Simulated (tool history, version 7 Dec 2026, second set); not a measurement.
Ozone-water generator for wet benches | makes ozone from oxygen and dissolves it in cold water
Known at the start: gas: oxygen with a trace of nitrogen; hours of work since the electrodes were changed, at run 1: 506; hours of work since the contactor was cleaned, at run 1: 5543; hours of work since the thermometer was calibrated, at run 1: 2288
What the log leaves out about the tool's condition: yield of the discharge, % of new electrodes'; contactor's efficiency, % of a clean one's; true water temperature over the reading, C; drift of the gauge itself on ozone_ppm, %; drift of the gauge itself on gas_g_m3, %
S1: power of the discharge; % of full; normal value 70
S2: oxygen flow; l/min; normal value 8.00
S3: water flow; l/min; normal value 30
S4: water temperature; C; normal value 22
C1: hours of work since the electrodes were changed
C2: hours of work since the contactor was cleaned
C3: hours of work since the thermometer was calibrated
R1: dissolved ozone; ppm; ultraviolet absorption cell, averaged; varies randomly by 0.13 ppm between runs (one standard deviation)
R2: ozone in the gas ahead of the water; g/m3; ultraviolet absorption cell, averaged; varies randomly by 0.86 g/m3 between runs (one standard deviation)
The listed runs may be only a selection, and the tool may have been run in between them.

Run 1, hour 0.0: usual settings; C1 506; C2 5543; C3 2288. Result: R1 13.2 ppm, R2 140.0 g/m3.
Run 2, hour 41.0: usual settings but S1 65 % of full; C1 531; C2 5568; C3 2313. Result: R1 13.0 ppm, R2 133.8 g/m3.
Run 3, hour 71.8: usual settings but S1 65 % of full, S4 17 C; C1 550; C2 5587; C3 2332. Result: R1 13.9 ppm, R2 133.4 g/m3.
Run 4, hour 110.4: usual settings but S1 64 % of full; C1 573; C2 5610; C3 2355. Result: R1 12.6 ppm, R2 131.2 g/m3.
Run 5, hour 150.1: usual settings but S3 28 l/min; C1 597; C2 5634; C3 2379. Result: R1 14.2 ppm, R2 140.0 g/m3.
Run 6, hour 178.5: usual settings but S3 28 l/min; C1 614; C2 5651; C3 2396. Result: R1 13.9 ppm, R2 136.5 g/m3.
Run 7, hour 220.2: usual settings but S3 28 l/min; C1 639; C2 5676; C3 2421. Result: R1 14.1 ppm, R2 139.4 g/m3.
Run 8, hour 262.3: usual settings but S3 28 l/min; C1 664; C2 5701; C3 2446. Result: R1 14.0 ppm, R2 137.2 g/m3.
Run 9, hour 285.3: usual settings; C1 678; C2 5715; C3 2460. Result: R1 13.5 ppm, R2 139.4 g/m3.
Run 10, hour 308.1: usual settings; C1 692; C2 5729; C3 2474. Result: R1 13.5 ppm, R2 138.2 g/m3.
Run 11, hour 345.4: usual settings but S2 9.20 l/min; C1 714; C2 5751; C3 2496. Result: R1 13.9 ppm, R2 129.0 g/m3.
Run 12, hour 362.9: usual settings but S3 20 l/min, S4 20 C; C1 725; C2 5762; C3 2507. Result: R1 17.8 ppm, R2 139.2 g/m3.
Run 13, hour 396.9: usual settings but S1 47 % of full, S2 8.54 l/min, S3 38 l/min, S4 20 C; C1 745; C2 5783; C3 2527. Result: R1 9.2 ppm, R2 103.9 g/m3.
Run 14, hour 414.3: usual settings but S1 47 % of full, S2 8.54 l/min, S3 38 l/min, S4 20 C; C1 756; C2 5793; C3 2538. Result: R1 9.2 ppm, R2 103.5 g/m3.
At hour 418.0: water thermometer calibrated.
Run 15, hour 456.9: usual settings but S1 54 % of full, S2 5.93 l/min, S3 38 l/min, S4 19 C; C1 781; C2 5818; C3 23. Result: R1 9.4 ppm, R2 134.3 g/m3.
Run 16, hour 474.2: usual settings but S1 62 % of full, S2 9.82 l/min, S3 32 l/min, S4 19 C; C1 792; C2 5829; C3 34. Result: R1 12.5 ppm, R2 115.9 g/m3.
Run 17, hour 493.0: usual settings but S1 62 % of full, S2 9.82 l/min, S3 32 l/min, S4 19 C; C1 803; C2 5840; C3 45. Result: R1 12.6 ppm, R2 116.7 g/m3.
Run 18, hour 527.4: usual settings but S1 68 % of full, S2 8.42 l/min, S3 40 l/min, S4 14 C; C1 824; C2 5861; C3 66. Result: R1 12.0 ppm, R2 134.6 g/m3.
Run 19, hour 558.8: usual settings but S3 27 l/min; C1 843; C2 5880; C3 85. Result: R1 14.4 ppm, R2 138.2 g/m3.
Run 20, hour 584.0: usual settings but S1 58 % of full, S2 12.48 l/min, S3 18 l/min, S4 25 C; C1 858; C2 5895; C3 100. Result: R1 14.1 ppm, R2 100.0 g/m3.
At hour 617.2: water thermometer calibrated, once more.
Run 21, hour 617.2: usual settings but S1 46 % of full, S2 6.28 l/min, S3 18 l/min, S4 19 C; C1 877; C2 5915; C3 0. Result: R1 14.4 ppm, R2 116.7 g/m3.
Run 22, hour 655.3: usual settings but S1 55 % of full, S4 26 C; C1 900; C2 5938; C3 23. Result: R1 10.6 ppm, R2 119.1 g/m3.

Pick out some run-to-run changes in R1. Of each, how much would a tool without hidden state show as well, from the settings, what came in and chance, and how much is left for the hidden state and any gauge scatter not in both results compared?
Run 11 -> 12: S2 9.20 -> 8.00, S3 30 -> 20, S4 22 -> 20. R1 +3.9 ppm: hidden state -0.2, all else +4.1.
Run 12 -> 13: S1 70 -> 47, S2 8.00 -> 8.54, S3 20 -> 38. R1 -8.6 ppm: hidden state +0.5, all else -9.1.
